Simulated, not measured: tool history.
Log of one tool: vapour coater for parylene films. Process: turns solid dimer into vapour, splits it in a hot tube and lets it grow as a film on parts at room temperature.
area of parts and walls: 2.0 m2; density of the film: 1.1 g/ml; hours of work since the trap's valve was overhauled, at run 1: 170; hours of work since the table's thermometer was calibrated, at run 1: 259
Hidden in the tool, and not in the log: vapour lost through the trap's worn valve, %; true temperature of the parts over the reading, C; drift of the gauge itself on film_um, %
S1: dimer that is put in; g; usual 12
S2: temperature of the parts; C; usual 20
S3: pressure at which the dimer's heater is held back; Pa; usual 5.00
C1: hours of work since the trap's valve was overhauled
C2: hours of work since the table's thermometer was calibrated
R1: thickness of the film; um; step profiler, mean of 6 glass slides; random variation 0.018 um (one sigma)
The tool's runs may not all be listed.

Run 1, day 0.000: usual settings; C1 170; C2 259. Result: R1 2.51 um.
Run 2, day 2.258: usual settings but S1 7 g; C1 195; C2 284. Result: R1 1.45 um.
Run 3, day 4.100: usual settings but S1 7 g; C1 215; C2 305. Result: R1 1.42 um.
Run 4, day 5.875: usual settings but S1 7 g; C1 235; C2 324. Result: R1 1.43 um.
Run 5, day 7.979: usual settings but S1 7 g; C1 258; C2 348. Result: R1 1.40 um.
At day 9.458: trap's valve overhauled.
Run 6, day 9.683: usual settings but S1 7 g; C1 2; C2 365. Result: R1 1.58 um.
Run 7, day 11.338: usual settings but S1 7 g, S2 13 C; C1 21; C2 383. Result: R1 1.84 um.
Run 8, day 13.725: usual settings but S1 7 g, S2 13 C; C1 47; C2 409. Result: R1 1.81 um.
Run 9, day 14.942: usual settings; C1 61; C2 423. Result: R1 2.57 um.
Run 10, day 16.954: usual settings but S3 7.75 Pa; C1 83; C2 445. Result: R1 2.49 um.
Run 11, day 19.192: usual settings; C1 108; C2 470. Result: R1 2.57 um.
Run 12, day 20.488: usual settings; C1 122; C2 484. Result: R1 2.56 um.
Run 13, day 22.329: usual settings; C1 142; C2 504. Result: R1 2.47 um.
Run 14, day 24.650: usual settings but S2 13 C; C1 168; C2 530. Result: R1 2.95 um.
Run 15, day 26.333: usual settings but S2 22 C; C1 187; C2 549. Result: R1 2.34 um.
Run 16, day 27.392: usual settings but S1 10 g; C1 198; C2 560. Result: R1 2.06 um.
Run 17, day 29.317: usual settings but S1 10 g; C1 220; C2 582. Result: R1 2.04 um.
Run 18, day 30.342: usual settings but S1 7 g, S2 29 C, S3 3.47 Pa; C1 231; C2 593. Result: R1 1.22 um.
Run 19, day 31.896: usual settings but S1 5 g, S2 25 C, S3 2.89 Pa; C1 248; C2 610. Result: R1 0.95 um.
Run 20, day 34.025: usual settings but S2 18 C, S3 11.49 Pa; C1 272; C2 634. Result: R1 2.27 um.
At day 34.400: trap's valve overhauled.
Run 21, day 35.883: usual settings but S2 18 C, S3 11.49 Pa; C1 16; C2 652. Result: R1 2.51 um.
Run 22, day 36.900: usual settings but S2 18 C, S3 11.49 Pa; C1 28; C2 664. Result: R1 2.48 um.
Run 23, day 38.033: usual settings but S2 14 C, S3 3.06 Pa; C1 40; C2 676. Result: R1 3.28 um.
Run 24, day 39.517: usual settings but S2 22 C, S3 7.16 Pa; C1 57; C2 693. Result: R1 2.38 um.
Run 25, day 40.738: usual settings but S1 10 g, S2 27 C, S3 11.44 Pa; C1 70; C2 706. Result: R1 1.65 um.
Run 26, day 41.996: usual settings but S1 6 g, S2 21 C, S3 11.44 Pa; C1 84; C2 720. Result: R1 1.14 um.
Run 27, day 44.042: usual settings but S1 6 g, S2 14 C, S3 6.80 Pa; C1 107; C2 743. Result: R1 1.42 um.
Run 28, day 45.354: usual settings but S1 6 g, S2 14 C, S3 6.80 Pa; C1 121; C2 757. Result: R1 1.45 um.
Run 29, day 47.350: usual settings but S1 10 g, S2 16 C, S3 6.03 Pa; C1 143; C2 779. Result: R1 2.28 um.

The next listed run, before its measurement:
Run 30, day 49.796: usual settings but S1 10 g, S2 16 C, S3 6.03 Pa; C1 170; C2 806. Result: R1 ?.

{"run 30": {"R1": 2.25}}
Without the tool's hidden state the same run would have given R1 2.38 um.
